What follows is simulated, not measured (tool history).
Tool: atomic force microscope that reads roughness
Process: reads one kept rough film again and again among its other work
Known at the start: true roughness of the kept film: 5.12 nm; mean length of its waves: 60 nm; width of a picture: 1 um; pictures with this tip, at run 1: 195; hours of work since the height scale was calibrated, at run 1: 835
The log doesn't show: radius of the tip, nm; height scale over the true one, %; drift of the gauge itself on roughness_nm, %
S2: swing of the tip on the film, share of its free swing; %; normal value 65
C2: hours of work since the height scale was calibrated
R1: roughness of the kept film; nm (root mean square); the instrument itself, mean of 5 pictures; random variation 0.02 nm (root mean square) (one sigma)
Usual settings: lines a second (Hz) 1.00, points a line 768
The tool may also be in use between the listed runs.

Run 1, day 0.000: usual settings; pictures with this tip 195; C2 835. Result: R1 4.473 nm (root mean square).
At day 0.221: new tip fitted.
Run 2, day 1.300: usual settings; pictures with this tip 59; C2 859. Result: R1 4.714 nm (root mean square).
Run 3, day 3.383: usual settings but S2 60 %; pictures with this tip 172; C2 898. Result: R1 4.525 nm (root mean square).
At day 3.975: new tip fitted.
Run 4, day 4.629: usual settings; pictures with this tip 35; C2 921. Result: R1 4.759 nm (root mean square).
Run 5, day 5.671: usual settings; pictures with this tip 91; C2 940. Result: R1 4.642 nm (root mean square).
Run 6, day 7.275: usual settings; pictures with this tip 178; C2 970. Result: R1 4.461 nm (root mean square).
At day 7.762: new tip fitted.
Run 7, day 8.425: usual settings; pictures with this tip 36; C2 991. Result: R1 4.743 nm (root mean square).
Run 8, day 9.354: usual settings but points a line 378; pictures with this tip 86; C2 1009. Result: R1 4.643 nm (root mean square).
Run 9, day 11.442: usual settings but points a line 378; pictures with this tip 199; C2 1048. Result: R1 4.481 nm (root mean square).
At day 11.579: new tip fitted.
Run 10, day 13.412: usual settings; pictures with this tip 99; C2 1084. Result: R1 4.630 nm (root mean square).
At day 15.333: new tip fitted.
Run 11, day 15.458: usual settings; pictures with this tip 6; C2 1122. Result: R1 4.771 nm (root mean square).
Run 12, day 17.604: usual settings; pictures with this tip 123; C2 1163. Result: R1 4.550 nm (root mean square).
Run 13, day 19.038: usual settings but S2 61 %, points a line 765; pictures with this tip 200; C2 1189. Result: R1 4.467 nm (root mean square).
At day 19.242: new tip fitted.
Run 14, day 20.854: usual settings but S2 61 %, points a line 765; pictures with this tip 87; C2 1223. Result: R1 4.646 nm (root mean square).
Run 15, day 22.442: usual settings but lines a second (Hz) 3.62, S2 82 %, points a line 620; pictures with this tip 173; C2 1253. Result: R1 3.818 nm (root mean square).
At day 23.054: new tip fitted.
Run 16, day 23.675: usual settings but lines a second (Hz) 1.80, S2 75 %, points a line 620; pictures with this tip 34; C2 1275. Result: R1 4.491 nm (root mean square).
Run 17, day 24.700: usual settings but S2 79 %, points a line 299; pictures with this tip 89; C2 1295. Result: R1 4.488 nm (root mean square).
Run 18, day 25.654: usual settings but lines a second (Hz) 1.99, S2 74 %, points a line 458; pictures with this tip 141; C2 1312. Result: R1 4.307 nm (root mean square).
At day 26.842: new tip fitted.
Run 19, day 27.296: usual settings but lines a second (Hz) 0.88, S2 70 %; pictures with this tip 25; C2 1343. Result: R1 4.731 nm (root mean square).
At day 28.229: height scale calibrated on a step standard.
Run 20, day 29.483: usual settings but lines a second (Hz) 0.88, S2 70 %; pictures with this tip 141; C2 23. Result: R1 4.598 nm (root mean square).
At day 30.633: new tip fitted.
Run 21, day 31.358: usual settings but lines a second (Hz) 0.95, points a line 524; pictures with this tip 39; C2 58. Result: R1 4.798 nm (root mean square).
Run 22, day 32.692: usual settings but lines a second (Hz) 0.95, points a line 524; pictures with this tip 111; C2 83. Result: R1 4.626 nm (root mean square).
Run 23, day 33.688: usual settings but points a line 827; pictures with this tip 165; C2 102. Result: R1 4.602 nm (root mean square).

Here are 4 independent what-if runs from the current tool condition. What would each one return?
At day 34.450: new tip fitted.
Run A, day 35.858: usual settings but lines a second (Hz) 3.41, S2 76 %, points a line 518; pictures with this tip 77; C2 142. Result: R1 ?.
At day 34.450: new tip fitted.
Run B, day 35.858: usual settings but lines a second (Hz) 1.15, S2 61 %, points a line 313; pictures with this tip 77; C2 142. Result: R1 ?.
At day 34.450: new tip fitted.
Run C, day 35.858: usual settings but lines a second (Hz) 0.56, S2 75 %, points a line 827; pictures with this tip 77; C2 142. Result: R1 ?.
At day 34.450: new tip fitted.
Run D, day 35.858: usual settings but points a line 758; pictures with this tip 77; C2 142. Result: R1 ?.

run     R1
  A  4.220
  B  4.717
  C  4.739
  D  4.727
Had the tool no hidden state, the same runs would have come out as:
run     R1
  A  4.362
  B  4.876
  C  4.898
  D  4.886

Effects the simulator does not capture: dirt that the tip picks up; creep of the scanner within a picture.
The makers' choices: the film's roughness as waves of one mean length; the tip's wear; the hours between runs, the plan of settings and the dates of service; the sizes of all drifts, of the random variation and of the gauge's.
